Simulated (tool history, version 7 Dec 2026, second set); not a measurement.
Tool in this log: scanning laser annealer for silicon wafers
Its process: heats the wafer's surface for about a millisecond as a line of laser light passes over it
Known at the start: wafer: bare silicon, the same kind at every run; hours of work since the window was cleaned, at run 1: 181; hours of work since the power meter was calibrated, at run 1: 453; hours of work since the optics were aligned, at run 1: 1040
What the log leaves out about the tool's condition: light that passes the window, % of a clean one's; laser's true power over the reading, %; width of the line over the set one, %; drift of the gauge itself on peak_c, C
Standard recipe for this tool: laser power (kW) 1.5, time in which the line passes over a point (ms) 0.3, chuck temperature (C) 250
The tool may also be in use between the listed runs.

run,hour,laser power (kW),time in which the line passes over a point (ms),chuck temperature (C),hours of work since the window was cleaned,hours of work since the power meter was calibrated,hours of work since the optics were aligned,highest temperature of the surface (C)
1,0,1.5,0.3,250,181,453,1040,972
2,31.1,1.5,0.3,250,195,467,1053,971
3,59.5,1.5,0.3,250,207,479,1066,972
4,84.4,1.5,0.3,276,218,490,1077,998
5,110.9,1.5,0.3,276,230,501,1088,1000
6,147.9,1.5,0.3,276,246,518,1104,998
7,164,1.5,0.3,276,253,525,1111,998
8,195.2,1.5,0.3,276,266,538,1125,997
9,231.3,1.322,0.3,250,282,554,1141,884
# hour 251.7: optics aligned, line set to its width
10,264.2,1.322,0.3,250,294,566,5,888
11,284.2,1.322,0.3,250,303,575,14,886
12,305.1,1.322,0.3,250,312,584,23,885
13,327.7,1.322,0.3,228,322,594,33,865
14,348.8,1.5,0.3,250,331,603,42,973
15,367.1,1.5,0.3,250,339,611,50,971
16,400.3,1.5,0.3,250,354,626,65,971
17,426.4,1.5,0.3,250,365,637,76,975
18,458.9,1.5,0.3,250,379,651,90,972
19,486.7,1.5,0.248,250,391,663,103,912
20,512.6,1.5,0.3,250,403,675,114,972
21,544.5,1.5,0.245,250,417,688,128,911
22,571,1.5,0.245,250,428,700,139,913
23,608.6,1.284,0.213,248,445,716,156,779
24,645.8,1.284,0.213,248,461,733,172,780
25,663.7,1.284,0.213,248,469,741,180,781
26,689.3,1.284,0.213,248,480,752,191,781
27,723.5,1.639,0.328,252,495,767,206,1070
28,752.8,1.487,0.262,230,508,779,219,905
29,782.3,1.487,0.262,230,521,792,232,906
# hour 791.3: window over the wafer cleaned
30,816.1,1.374,0.3,215,11,806,246,876
31,854.2,1.344,0.3,252,27,823,262,898
32,875.6,1.567,0.275,281,37,832,272,1008
33,896.9,1.345,0.219,279,46,841,281,843
34,932.7,1.345,0.219,279,62,857,296,844
35,952.3,1.581,0.356,269,70,866,305,1086
36,971.3,1.581,0.356,269,79,874,313,1088
37,999,1.445,0.298,256,91,886,325,949
38,1026.9,1.5,0.262,251,103,898,338,930
39,1044.9,1.5,0.262,251,111,906,345,930
40,1080.7,1.5,0.262,251,126,922,361,931
41,1096.7,1.5,0.262,251,133,929,368,933
42,1124.6,1.5,0.262,251,146,941,380,933

Take each entry between the runs: how does the hidden state at the last listed run before it differ from the hidden state at the first listed run after it?
From run 9 to run 10: optics aligned, line set to its width (hour 251.7)
  light that passes the window, % of a clean one's: 99.98 -> 99.97; width of the line over the set one, %: 0.06 -> 0
From run 29 to run 30: window over the wafer cleaned (hour 791.3)
  light that passes the window, % of a clean one's: 99.96 -> 100

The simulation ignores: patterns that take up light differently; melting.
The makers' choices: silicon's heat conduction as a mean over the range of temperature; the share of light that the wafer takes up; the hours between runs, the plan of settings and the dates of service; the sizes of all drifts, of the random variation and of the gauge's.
